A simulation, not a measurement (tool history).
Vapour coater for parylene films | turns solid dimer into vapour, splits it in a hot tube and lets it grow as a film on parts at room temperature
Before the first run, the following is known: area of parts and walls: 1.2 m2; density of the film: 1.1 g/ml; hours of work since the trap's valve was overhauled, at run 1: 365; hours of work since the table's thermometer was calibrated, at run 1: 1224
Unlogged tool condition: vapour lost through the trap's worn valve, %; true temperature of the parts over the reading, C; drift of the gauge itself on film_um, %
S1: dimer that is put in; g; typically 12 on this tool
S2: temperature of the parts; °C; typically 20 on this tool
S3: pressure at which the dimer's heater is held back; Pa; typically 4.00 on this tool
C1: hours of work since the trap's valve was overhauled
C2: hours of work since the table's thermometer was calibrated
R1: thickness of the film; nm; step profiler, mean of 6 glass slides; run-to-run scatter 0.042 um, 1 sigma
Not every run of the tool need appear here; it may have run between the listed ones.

{"run": 1, "day": 0.0, "S1": 12, "S2": 20, "S3": 4.0, "C1": 365, "C2": 1224, "R1": 6410}
{"run": 2, "day": 2.196, "S1": 12, "S2": 20, "S3": 4.0, "C1": 398, "C2": 1258, "R1": 6420}
{"run": 3, "day": 3.892, "S1": 12, "S2": 20, "S3": 4.0, "C1": 424, "C2": 1284, "R1": 6400}
{"run": 4, "day": 5.962, "S1": 12, "S2": 20, "S3": 4.0, "C1": 456, "C2": 1316, "R1": 6370}
{"day": 7.688, "done": "trap's valve overhauled"}
{"run": 5, "day": 8.229, "S1": 12, "S2": 20, "S3": 4.0, "C1": 8, "C2": 1348, "R1": 6390}
{"run": 6, "day": 9.596, "S1": 12, "S2": 20, "S3": 4.0, "C1": 29, "C2": 1369, "R1": 6380}
{"run": 7, "day": 11.379, "S1": 10, "S2": 19, "S3": 8.21, "C1": 57, "C2": 1396, "R1": 5060}
{"run": 8, "day": 13.271, "S1": 10, "S2": 22, "S3": 2.96, "C1": 86, "C2": 1425, "R1": 5330}
{"run": 9, "day": 14.888, "S1": 8, "S2": 14, "S3": 7.5, "C1": 111, "C2": 1450, "R1": 4540}
{"run": 10, "day": 16.2, "S1": 10, "S2": 25, "S3": 7.58, "C1": 131, "C2": 1471, "R1": 4420}
{"run": 11, "day": 17.267, "S1": 8, "S2": 14, "S3": 9.86, "C1": 147, "C2": 1487, "R1": 4410}
{"run": 12, "day": 19.383, "S1": 11, "S2": 17, "S3": 8.86, "C1": 180, "C2": 1520, "R1": 5720}

Predict each of these 4 candidate next runs independently; none follows another, all start after run 12:
{"run": "A", "day": 20.996, "S1": 8, "S2": 23, "S3": 4.0, "C1": 205, "C2": 1544, "R1": "?"}
{"run": "B", "day": 20.996, "S1": 16, "S2": 17, "S3": 8.86, "C1": 205, "C2": 1544, "R1": "?"}
{"run": "C", "day": 20.996, "S1": 17, "S2": 17, "S3": 6.72, "C1": 205, "C2": 1544, "R1": "?"}
{"run": "D", "day": 20.996, "S1": 8, "S2": 20, "S3": 4.0, "C1": 205, "C2": 1544, "R1": "?"}

run=A R1=4050
run=B R1=8290
run=C R1=9090
run=D R1=4320
Take away the tool's hidden state, keep each run's random variation, and the runs would have read:
run=A R1=4060
run=B R1=8300
run=C R1=9100
run=D R1=4330
